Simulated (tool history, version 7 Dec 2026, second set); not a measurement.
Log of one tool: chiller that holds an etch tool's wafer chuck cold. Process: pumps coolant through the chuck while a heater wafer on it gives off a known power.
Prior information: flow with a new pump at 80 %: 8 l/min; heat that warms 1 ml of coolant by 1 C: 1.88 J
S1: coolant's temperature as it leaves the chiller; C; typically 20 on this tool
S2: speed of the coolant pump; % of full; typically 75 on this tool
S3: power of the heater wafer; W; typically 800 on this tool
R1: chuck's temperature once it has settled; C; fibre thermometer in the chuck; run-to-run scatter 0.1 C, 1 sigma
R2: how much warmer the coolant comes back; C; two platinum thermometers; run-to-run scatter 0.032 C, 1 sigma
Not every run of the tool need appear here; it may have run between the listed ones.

Run 1, hour 0: usual settings. Result: R1 27.2 C, R2 3.52 C.
Run 2, hour 96: usual settings. Result: R1 27.1 C, R2 3.49 C.
Run 3, hour 201.5: usual settings but S3 840 W. Result: R1 27.4 C, R2 3.67 C.
Run 4, hour 283.2: usual settings but S3 840 W. Result: R1 27.7 C, R2 3.75 C.
Run 5, hour 376.2: usual settings but S3 840 W. Result: R1 27.6 C, R2 3.7 C.
Run 6, hour 434.3: usual settings but S3 840 W. Result: R1 27.7 C, R2 3.66 C.
Run 7, hour 487: usual settings but S3 840 W. Result: R1 27.7 C, R2 3.7 C.
Run 8, hour 567: usual settings but S3 840 W. Result: R1 27.8 C, R2 3.78 C.
Run 9, hour 630.2: usual settings but S3 840 W. Result: R1 26.9 C, R2 3.69 C.
Run 10, hour 702.2: usual settings but S1 17 C, S3 840 W. Result: R1 24.3 C, R2 3.75 C.
Run 11, hour 751: usual settings but S1 17 C, S3 417 W. Result: R1 20.8 C, R2 1.86 C.
Run 12, hour 845.2: usual settings but S1 17 C, S3 417 W. Result: R1 20.6 C, R2 1.82 C.
Run 13, hour 929.5: usual settings but S1 21 C, S3 417 W. Result: R1 24.6 C, R2 1.82 C.
Run 14, hour 1002.2: usual settings but S1 18 C. Result: R1 24.9 C, R2 3.49 C.
Run 15, hour 1053: usual settings but S1 18 C, S3 1134 W. Result: R1 27.8 C, R2 5.05 C.
Run 16, hour 1161.5: usual settings but S1 18 C, S3 1134 W. Result: R1 27.9 C, R2 4.98 C.
Run 17, hour 1210.7: usual settings but S1 21 C, S3 726 W. Result: R1 27.4 C, R2 3.24 C.
Run 18, hour 1266: usual settings but S1 16 C, S2 98 % of full, S3 881 W. Result: R1 22.3 C, R2 3.01 C.
Run 19, hour 1330.7: usual settings but S3 466 W. Result: R1 24.2 C, R2 2.1 C.
Run 20, hour 1416.3: usual settings but S1 25 C, S2 96 % of full, S3 1025 W. Result: R1 32.5 C, R2 3.56 C.
Run 21, hour 1517: usual settings but S1 11 C, S2 96 % of full, S3 570 W. Result: R1 15.2 C, R2 1.97 C.
Run 22, hour 1620.4: usual settings but S2 100 % of full, S3 664 W. Result: R1 24.9 C, R2 2.27 C.
Run 23, hour 1730.7: usual settings but S1 11 C, S2 89 % of full, S3 405 W. Result: R1 14.2 C, R2 1.52 C.
Run 24, hour 1828.5: usual settings but S1 13 C, S2 85 % of full, S3 979 W. Result: R1 21 C, R2 3.93 C.
Run 25, hour 1907.5: usual settings but S1 19 C, S2 63 % of full, S3 482 W. Result: R1 24 C, R2 2.47 C.
Run 26, hour 1988.2: usual settings but S2 74 % of full, S3 497 W. Result: R1 24.4 C, R2 2.19 C.
Run 27, hour 2087.4: usual settings but S2 74 % of full, S3 497 W. Result: R1 24.3 C, R2 2.15 C.
Run 28, hour 2151.5: usual settings but S1 13 C, S2 92 % of full, S3 640 W. Result: R1 17.7 C, R2 2.22 C.
Run 29, hour 2226: usual settings but S1 21 C, S2 95 % of full. Result: R1 26.8 C, R2 2.69 C.
Run 30, hour 2298.3: usual settings but S1 21 C, S2 95 % of full. Result: R1 27.1 C, R2 2.66 C.
Run 31, hour 2349.1: usual settings but S1 16 C, S2 95 % of full. Result: R1 22 C, R2 2.74 C.

Missing from the log above: 3 entries noted between runs. For each, name the pair of listed runs it sits between and say how the tool's hidden condition differs from the listed run just before to the listed run just after:
Runs 8 to 9: chiller's thermometer calibrated (hour 582.6)
  heat passed by the chuck's channels, % of clean ones': 95.3 -> 95.2; flow at a given pump speed, % of a new pump's: 96.4 -> 96.3; coolant's true temperature over the reading, C: 0.62 -> -0.03
  measured value less the no-hidden-state value, R1: +1 -> +0.4 C; R2: +0.14 -> +0.13 C
Runs 19 to 20: coolant pump overhauled (hour 1342.3)
  heat passed by the chuck's channels, % of clean ones': 93.3 -> 93.1; flow at a given pump speed, % of a new pump's: 95.7 -> 94.9; coolant's true temperature over the reading, C: 0.1 -> 0.12
  measured value less the no-hidden-state value, R1: +0.4 -> +0.7 C; R2: +0.09 -> +0.18 C
Runs 24 to 25: coolant pump overhauled, once more (hour 1876)
  heat passed by the chuck's channels, % of clean ones': 92 -> 91.9; flow at a given pump speed, % of a new pump's: 94.5 -> 99.8; coolant's true temperature over the reading, C: 0.19 -> 0.21
  measured value less the no-hidden-state value, R1: +0.9 -> +0.5 C; R2: +0.22 -> +0.01 C

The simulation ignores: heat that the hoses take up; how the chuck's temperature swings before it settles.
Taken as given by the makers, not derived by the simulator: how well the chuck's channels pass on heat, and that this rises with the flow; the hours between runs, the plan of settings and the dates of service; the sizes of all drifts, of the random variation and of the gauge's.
